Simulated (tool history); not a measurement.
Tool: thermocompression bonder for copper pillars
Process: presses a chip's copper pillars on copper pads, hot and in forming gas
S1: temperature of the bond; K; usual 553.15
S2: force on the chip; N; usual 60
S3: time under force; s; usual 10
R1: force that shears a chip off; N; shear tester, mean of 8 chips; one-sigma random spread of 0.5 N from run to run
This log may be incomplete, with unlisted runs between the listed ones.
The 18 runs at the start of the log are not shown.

{"hour": 740.4, "done": "forming gas filter changed"}
{"run": 19, "hour": 754.5, "S1": 553.15, "S2": 60, "S3": 10, "R1": 76.9}
{"run": 20, "hour": 786.8, "S1": 566.15, "S2": 66, "S3": 15, "R1": 98.0}
{"run": 21, "hour": 843.3, "S1": 566.15, "S2": 49, "S3": 9, "R1": 74.3}
{"run": 22, "hour": 889.3, "S1": 566.15, "S2": 49, "S3": 9, "R1": 73.5}
{"run": 23, "hour": 922.0, "S1": 553.15, "S2": 44, "S3": 10, "R1": 59.5}
{"run": 24, "hour": 963.4, "S1": 548.15, "S2": 60, "S3": 10, "R1": 69.9}
{"run": 25, "hour": 996.1, "S1": 548.15, "S2": 60, "S3": 10, "R1": 70.7}
{"run": 26, "hour": 1041.1, "S1": 547.15, "S2": 41, "S3": 5, "R1": 38.9}
{"hour": 1063.7, "done": "forming gas filter changed"}
{"run": 27, "hour": 1093.3, "S1": 547.15, "S2": 41, "S3": 6, "R1": 44.8}
{"run": 28, "hour": 1134.9, "S1": 547.15, "S2": 41, "S3": 6, "R1": 45.6}
{"hour": 1152.3, "done": "heater calibrated with a thermocouple chip"}
{"run": 29, "hour": 1163.6, "S1": 559.15, "S2": 60, "S3": 10, "R1": 72.8}
{"run": 30, "hour": 1188.1, "S1": 559.15, "S2": 60, "S3": 10, "R1": 72.8}
{"run": 31, "hour": 1239.2, "S1": 553.15, "S2": 39, "S3": 10, "R1": 46.4}
{"run": 32, "hour": 1282.0, "S1": 571.15, "S2": 60, "S3": 8, "R1": 76.0}
{"run": 33, "hour": 1306.1, "S1": 571.15, "S2": 60, "S3": 8, "R1": 75.9}
{"run": 34, "hour": 1345.6, "S1": 565.15, "S2": 64, "S3": 14, "R1": 86.2}
{"run": 35, "hour": 1381.0, "S1": 565.15, "S2": 64, "S3": 14, "R1": 84.3}
{"hour": 1387.2, "done": "forming gas filter changed"}
{"run": 36, "hour": 1436.9, "S1": 527.15, "S2": 60, "S3": 17, "R1": 58.4}
{"hour": 1488.8, "done": "force cell calibrated"}
{"run": 37, "hour": 1488.9, "S1": 553.15, "S2": 60, "S3": 10, "R1": 65.0}
{"run": 38, "hour": 1524.2, "S1": 552.15, "S2": 60, "S3": 10, "R1": 64.5}

Alternative continuations, all from the tool just after run 38; predict every row:
{"run": "A", "hour": 1566.3, "S1": 552.15, "S2": 47, "S3": 10, "R1": "?"}
{"run": "B", "hour": 1566.3, "S1": 552.15, "S2": 42, "S3": 13, "R1": "?"}
{"run": "C", "hour": 1566.3, "S1": 526.15, "S2": 77, "S3": 22, "R1": "?"}
{"run": "D", "hour": 1566.3, "S1": 546.15, "S2": 78, "S3": 18, "R1": "?"}

run=A R1=52.3
run=B R1=51.5
run=C R1=68.6
run=D R1=82.6
The same runs, with their run-to-run variation unchanged, on a tool lacking any hidden condition would have given:
run=A R1=53.3
run=B R1=52.5
run=C R1=70.1
run=D R1=84.8

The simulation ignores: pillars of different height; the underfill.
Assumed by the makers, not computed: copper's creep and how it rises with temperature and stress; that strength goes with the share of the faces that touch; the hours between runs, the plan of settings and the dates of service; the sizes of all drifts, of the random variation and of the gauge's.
